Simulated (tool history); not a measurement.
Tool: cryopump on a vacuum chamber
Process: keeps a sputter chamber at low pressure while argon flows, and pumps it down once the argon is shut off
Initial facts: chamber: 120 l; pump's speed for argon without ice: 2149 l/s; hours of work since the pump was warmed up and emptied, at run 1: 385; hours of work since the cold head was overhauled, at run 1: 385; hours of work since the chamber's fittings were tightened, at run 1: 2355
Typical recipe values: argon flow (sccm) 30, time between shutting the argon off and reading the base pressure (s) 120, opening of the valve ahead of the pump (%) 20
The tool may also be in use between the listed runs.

run	hour	argon flow (sccm)	time between shutting the argon off and reading the base pressure (s)	opening of the valve ahead of the pump (%)	hours of work since the pump was warmed up and emptied	hours of work since the cold head was overhauled	hours of work since the chamber's fittings were tightened	pressure while argon flows (Pa)	pressure after the wait (uPa)
1	0.0	30	120	20	385	385	2355	0.1212	1.60
2	12.5	30	120	20	392	392	2362	0.1206	1.59
3	25.6	30	120	20	399	399	2369	0.1209	1.67
4	35.0	30	120	20	404	404	2374	0.1204	1.62
5	42.9	30	162	20	408	408	2378	0.1214	1.59
6	52.8	30	120	45	414	414	2384	0.0555	1.64
7	60.6	24	120	45	418	418	2388	0.0438	1.65
8	78.9	24	120	45	428	428	2398	0.0445	1.69
9	87.2	24	110	45	432	432	2402	0.0444	1.66
10	102.7	24	110	45	441	441	2411	0.0443	1.73
11	115.6	30	20	20	448	448	2418	0.1209	2.94
12	123.5	30	120	20	452	452	2422	0.1211	1.73
13	140.8	30	120	20	461	461	2432	0.1207	1.69
14	159.7	30	120	20	472	472	2442	0.1210	1.70
# hour 170.8: leaking fittings of the chamber tightened, without venting
15	171.1	30	120	20	477	477	0	0.1212	0.44
16	181.2	30	57	20	482	482	6	0.1217	0.64
17	195.3	30	224	20	490	490	13	0.1219	0.30
18	208.8	33	51	22	497	497	21	0.1201	0.76
19	220.2	33	51	52	504	504	27	0.0533	0.75
20	234.5	33	51	52	511	511	35	0.0534	0.79
21	246.5	34	120	20	518	518	41	0.1369	0.44
22	256.2	40	120	20	523	523	46	0.1608	0.46
23	273.3	40	120	20	533	533	56	0.1627	0.49
24	287.8	40	120	20	540	540	64	0.1615	0.42
25	300.4	18	40	51	547	547	71	0.0302	0.90
26	318.3	21	78	20	557	557	80	0.0854	0.58
27	332.6	51	120	21	565	565	88	0.1965	0.48
28	351.2	51	120	40	575	575	98	0.1070	0.50
29	367.9	13	249	40	584	584	107	0.0275	0.36
30	386.7	30	120	21	594	594	118	0.1153	0.46
31	398.9	32	21	31	601	601	124	0.0860	1.72
32	408.5	12	120	19	606	606	129	0.0521	0.49
33	423.4	22	30	56	614	614	137	0.0346	1.27

How would selected steps in pressure while argon flows (Pa) from run to run divide? Give the signed amount a tool lacking its hidden state would still show from settings, what came in and random variation, and the signed amount left for the hidden state, including any gauge scatter that is not in both of the compared results.
Hidden state at play: pump's speed, % of a pump's without ice; cold plate's temperature, K; leak into the chamber, uPa l/s; drift of the gauge itself on working_pa, %; drift of the gauge itself on base_upa, %.
Run 24 -> 25: argon flow (sccm) 40 -> 18, time between shutting the argon off and reading the base pressure (s) 120 -> 40, opening of the valve ahead of the pump (%) 20 -> 51. pressure while argon flows (Pa) -0.1313: hidden state -0.0025, all else -0.1288.
Run 26 -> 27: argon flow (sccm) 21 -> 51, time between shutting the argon off and reading the base pressure (s) 78 -> 120, opening of the valve ahead of the pump (%) 20 -> 21. pressure while argon flows (Pa) +0.1111: hidden state +0.0038, all else +0.1073.
Run 27 -> 28: opening of the valve ahead of the pump (%) 21 -> 40. pressure while argon flows (Pa) -0.0895: hidden state +0.0001, all else -0.0896.
Run 28 -> 29: argon flow (sccm) 51 -> 13, time between shutting the argon off and reading the base pressure (s) 120 -> 249. pressure while argon flows (Pa) -0.0795: hidden state -0.0048, all else -0.0747.
Run 31 -> 32: argon flow (sccm) 32 -> 12, time between shutting the argon off and reading the base pressure (s) 21 -> 120, opening of the valve ahead of the pump (%) 31 -> 19. pressure while argon flows (Pa) -0.0339: hidden state -0.0026, all else -0.0313.
